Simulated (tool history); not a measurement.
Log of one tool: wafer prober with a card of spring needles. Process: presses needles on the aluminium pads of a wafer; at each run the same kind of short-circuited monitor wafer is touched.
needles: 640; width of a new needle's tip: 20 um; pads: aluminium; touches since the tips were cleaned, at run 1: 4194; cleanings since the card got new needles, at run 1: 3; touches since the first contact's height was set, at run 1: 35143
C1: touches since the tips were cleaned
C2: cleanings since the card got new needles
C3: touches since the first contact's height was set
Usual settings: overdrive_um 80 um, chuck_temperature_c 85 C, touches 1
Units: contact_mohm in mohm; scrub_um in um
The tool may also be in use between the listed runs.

run 1 hour=0.0 | overdrive_um=80 chuck_temperature_c=85 touches=1 | C1=4194 C2=3 C3=35143 | contact_mohm=225 scrub_um=11.61
run 2 hour=9.9 | overdrive_um=80 chuck_temperature_c=85 touches=1 | C1=8513 C2=3 C3=39462 | contact_mohm=231 scrub_um=11.62
-- hour=11.0 tips cleaned on abrasive film
run 3 hour=15.0 | overdrive_um=80 chuck_temperature_c=85 touches=1 | C1=1744 C2=4 C3=41624 | contact_mohm=248 scrub_um=11.59
run 4 hour=23.3 | overdrive_um=80 chuck_temperature_c=85 touches=1 | C1=5333 C2=4 C3=45213 | contact_mohm=237 scrub_um=11.56
-- hour=31.6 tips cleaned on abrasive film
run 5 hour=32.3 | overdrive_um=80 chuck_temperature_c=85 touches=1 | C1=272 C2=5 C3=49074 | contact_mohm=173 scrub_um=11.62
-- hour=38.0 tips cleaned on abrasive film, once more
run 6 hour=39.4 | overdrive_um=80 chuck_temperature_c=85 touches=1 | C1=601 C2=6 C3=52125 | contact_mohm=182 scrub_um=11.53
run 7 hour=49.8 | overdrive_um=80 chuck_temperature_c=85 touches=1 | C1=5144 C2=6 C3=56668 | contact_mohm=231 scrub_um=11.49
run 8 hour=55.0 | overdrive_um=80 chuck_temperature_c=85 touches=1 | C1=7387 C2=6 C3=58911 | contact_mohm=236 scrub_um=11.61
-- hour=58.6 tips cleaned on abrasive film
run 9 hour=61.2 | overdrive_um=80 chuck_temperature_c=85 touches=1 | C1=1146 C2=7 C3=61569 | contact_mohm=198 scrub_um=11.48
run 10 hour=70.0 | overdrive_um=80 chuck_temperature_c=85 touches=1 | C1=4950 C2=7 C3=65373 | contact_mohm=237 scrub_um=11.59
run 11 hour=76.8 | overdrive_um=62 chuck_temperature_c=85 touches=1 | C1=7897 C2=7 C3=68320 | contact_mohm=283 scrub_um=8.90
-- hour=79.5 tips cleaned on abrasive film
run 12 hour=84.9 | overdrive_um=62 chuck_temperature_c=85 touches=1 | C1=2340 C2=8 C3=71800 | contact_mohm=251 scrub_um=8.85
run 13 hour=91.4 | overdrive_um=62 chuck_temperature_c=30 touches=1 | C1=5160 C2=8 C3=74620 | contact_mohm=282 scrub_um=8.89
-- hour=100.1 tips cleaned on abrasive film
run 14 hour=101.9 | overdrive_um=80 chuck_temperature_c=85 touches=1 | C1=791 C2=9 C3=79165 | contact_mohm=188 scrub_um=11.48
run 15 hour=107.6 | overdrive_um=80 chuck_temperature_c=85 touches=1 | C1=3239 C2=9 C3=81613 | contact_mohm=230 scrub_um=11.51
run 16 hour=114.0 | overdrive_um=80 chuck_temperature_c=120 touches=1 | C1=6053 C2=9 C3=84427 | contact_mohm=234 scrub_um=11.53
-- hour=121.0 tips cleaned on abrasive film
run 17 hour=123.3 | overdrive_um=80 chuck_temperature_c=120 touches=1 | C1=996 C2=10 C3=88426 | contact_mohm=199 scrub_um=11.53
run 18 hour=130.9 | overdrive_um=80 chuck_temperature_c=120 touches=2 | C1=4270 C2=10 C3=91700 | contact_mohm=205 scrub_um=11.43
run 19 hour=140.7 | overdrive_um=71 chuck_temperature_c=65 touches=2 | C1=8535 C2=10 C3=95965 | contact_mohm=221 scrub_um=10.26
-- hour=141.5 tips cleaned on abrasive film
run 20 hour=146.2 | overdrive_um=60 chuck_temperature_c=85 touches=2 | C1=2030 C2=11 C3=98312 | contact_mohm=219 scrub_um=8.58
run 21 hour=152.0 | overdrive_um=64 chuck_temperature_c=81 touches=3 | C1=4540 C2=11 C3=100822 | contact_mohm=198 scrub_um=9.16
-- hour=162.4 tips cleaned on abrasive film
run 22 hour=163.5 | overdrive_um=64 chuck_temperature_c=81 touches=3 | C1=505 C2=12 C3=105796 | contact_mohm=170 scrub_um=9.11
run 23 hour=169.7 | overdrive_um=64 chuck_temperature_c=62 touches=3 | C1=3199 C2=12 C3=108490 | contact_mohm=192 scrub_um=9.14
run 24 hour=174.5 | overdrive_um=97 chuck_temperature_c=46 touches=3 | C1=5289 C2=12 C3=110580 | contact_mohm=172 scrub_um=13.95
run 25 hour=181.1 | overdrive_um=89 chuck_temperature_c=83 touches=1 | C1=8134 C2=12 C3=113425 | contact_mohm=228 scrub_um=12.75
-- hour=183.4 tips cleaned on abrasive film
run 26 hour=188.5 | overdrive_um=64 chuck_temperature_c=64 touches=1 | C1=2244 C2=13 C3=116618 | contact_mohm=254 scrub_um=9.08
run 27 hour=198.1 | overdrive_um=80 chuck_temperature_c=85 touches=2 | C1=6419 C2=13 C3=120793 | contact_mohm=204 scrub_um=11.37
run 28 hour=202.9 | overdrive_um=95 chuck_temperature_c=85 touches=2 | C1=8479 C2=13 C3=122853 | contact_mohm=193 scrub_um=13.61
-- hour=204.3 tips cleaned on abrasive film
run 29 hour=212.0 | overdrive_um=79 chuck_temperature_c=36 touches=1 | C1=3322 C2=14 C3=126754 | contact_mohm=232 scrub_um=11.23
run 30 hour=220.6 | overdrive_um=85 chuck_temperature_c=29 touches=1 | C1=7070 C2=14 C3=130502 | contact_mohm=231 scrub_um=12.17
-- hour=225.5 tips cleaned on abrasive film
run 31 hour=231.2 | overdrive_um=69 chuck_temperature_c=87 touches=1 | C1=2458 C2=15 C3=135066 | contact_mohm=243 scrub_um=9.76
run 32 hour=235.9 | overdrive_um=69 chuck_temperature_c=87 touches=1 | C1=4527 C2=15 C3=137135 | contact_mohm=263 scrub_um=9.77
run 33 hour=242.5 | overdrive_um=80 chuck_temperature_c=26 touches=1 | C1=7368 C2=15 C3=139976 | contact_mohm=239 scrub_um=11.36
-- hour=246.1 tips cleaned on abrasive film
run 34 hour=252.4 | overdrive_um=80 chuck_temperature_c=26 touches=1 | C1=2748 C2=16 C3=144248 | contact_mohm=226 scrub_um=11.44

3 ways to go on from here, each from the tool as it stands after run 34. What would each give?
run A hour=261.8 | overdrive_um=93 chuck_temperature_c=93 touches=1 | C1=6832 C2=16 C3=148332 | contact_mohm=? scrub_um=?
run B hour=261.8 | overdrive_um=80 chuck_temperature_c=119 touches=2 | C1=6832 C2=16 C3=148332 | contact_mohm=? scrub_um=?
run C hour=261.8 | overdrive_um=71 chuck_temperature_c=66 touches=2 | C1=6832 C2=16 C3=148332 | contact_mohm=? scrub_um=?

run=A contact_mohm=225 scrub_um=13.31
run=B contact_mohm=207 scrub_um=11.36
run=C contact_mohm=218 scrub_um=10.08
Without the tool's hidden state the same runs would have given:
run=A contact_mohm=159 scrub_um=13.56
run=B contact_mohm=160 scrub_um=11.60
run=C contact_mohm=154 scrub_um=10.33

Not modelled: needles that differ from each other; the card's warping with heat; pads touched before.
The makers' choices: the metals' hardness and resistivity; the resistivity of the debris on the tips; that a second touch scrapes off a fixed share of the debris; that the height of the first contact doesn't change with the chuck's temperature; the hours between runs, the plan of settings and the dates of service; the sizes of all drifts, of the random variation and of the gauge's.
